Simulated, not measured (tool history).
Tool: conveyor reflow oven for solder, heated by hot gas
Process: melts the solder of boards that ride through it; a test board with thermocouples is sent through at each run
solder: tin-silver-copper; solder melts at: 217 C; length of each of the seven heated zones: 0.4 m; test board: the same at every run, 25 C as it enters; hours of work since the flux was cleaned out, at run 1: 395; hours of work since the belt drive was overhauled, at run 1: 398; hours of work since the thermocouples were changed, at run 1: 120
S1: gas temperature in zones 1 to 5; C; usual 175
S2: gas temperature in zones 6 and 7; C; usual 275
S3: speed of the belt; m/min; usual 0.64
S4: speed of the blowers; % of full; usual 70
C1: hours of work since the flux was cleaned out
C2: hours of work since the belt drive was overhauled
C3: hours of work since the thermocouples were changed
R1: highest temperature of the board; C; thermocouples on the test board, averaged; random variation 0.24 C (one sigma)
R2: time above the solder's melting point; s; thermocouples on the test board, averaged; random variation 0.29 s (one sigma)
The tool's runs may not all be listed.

| run | hour | S1 | S2 | S3 | S4 | C1 | C2 | C3 | R1 | R2 |
|---|---|---|---|---|---|---|---|---|---|---|
| 1 | 0 | 175 | 275 | 0.64 | 70 | 395 | 398 | 120 | 252.9 | 55.2 |
| 2 | 16.3 | 175 | 275 | 0.64 | 78 | 403 | 406 | 128 | 254.9 | 57.4 |
| 3 | 25.3 | 175 | 275 | 0.64 | 70 | 408 | 411 | 133 | 252.8 | 55.4 |
| 4 | 34.4 | 175 | 275 | 0.605 | 70 | 412 | 415 | 137 | 255.1 | 60.9 |
| 5 | 46.2 | 175 | 275 | 0.605 | 70 | 418 | 421 | 143 | 254.9 | 60.4 |
| 6 | 62.4 | 175 | 275 | 0.64 | 70 | 427 | 430 | 152 | 252.4 | 55.3 |
|  | 68.3 | flux residue cleaned out of gas plates and filters |
| 7 | 84.6 | 175 | 275 | 0.574 | 70 | 8 | 439 | 161 | 255.8 | 65.1 |
| 8 | 100.1 | 175 | 275 | 0.574 | 60 | 16 | 447 | 169 | 252.6 | 62.5 |
| 9 | 119.3 | 175 | 275 | 0.574 | 60 | 26 | 456 | 178 | 252.7 | 61.9 |
| 10 | 134.7 | 175 | 275 | 0.574 | 60 | 34 | 464 | 186 | 253 | 61.7 |
| 11 | 150.6 | 187 | 273 | 0.55 | 75 | 42 | 473 | 195 | 258.8 | 76 |

Forecast each of these 3 alternatives for the next run:
| A | 166.6 | 160 | 275 | 0.64 | 83 | 51 | 481 | 203 | ? | ? |
| B | 166.6 | 175 | 275 | 0.597 | 70 | 51 | 481 | 203 | ? | ? |
| C | 166.6 | 187 | 278 | 0.55 | 75 | 51 | 481 | 203 | ? | ? |

| run | R1 | R2 |
|---|---|---|
| A | 252.2 | 50.9 |
| B | 254.5 | 61.2 |
| C | 263.2 | 79 |
Without the tool's hidden state the same runs would have given:
| run | R1 | R2 |
|---|---|---|
| A | 254.6 | 53 |
| B | 256.2 | 62.6 |
| C | 264.5 | 79.5 |

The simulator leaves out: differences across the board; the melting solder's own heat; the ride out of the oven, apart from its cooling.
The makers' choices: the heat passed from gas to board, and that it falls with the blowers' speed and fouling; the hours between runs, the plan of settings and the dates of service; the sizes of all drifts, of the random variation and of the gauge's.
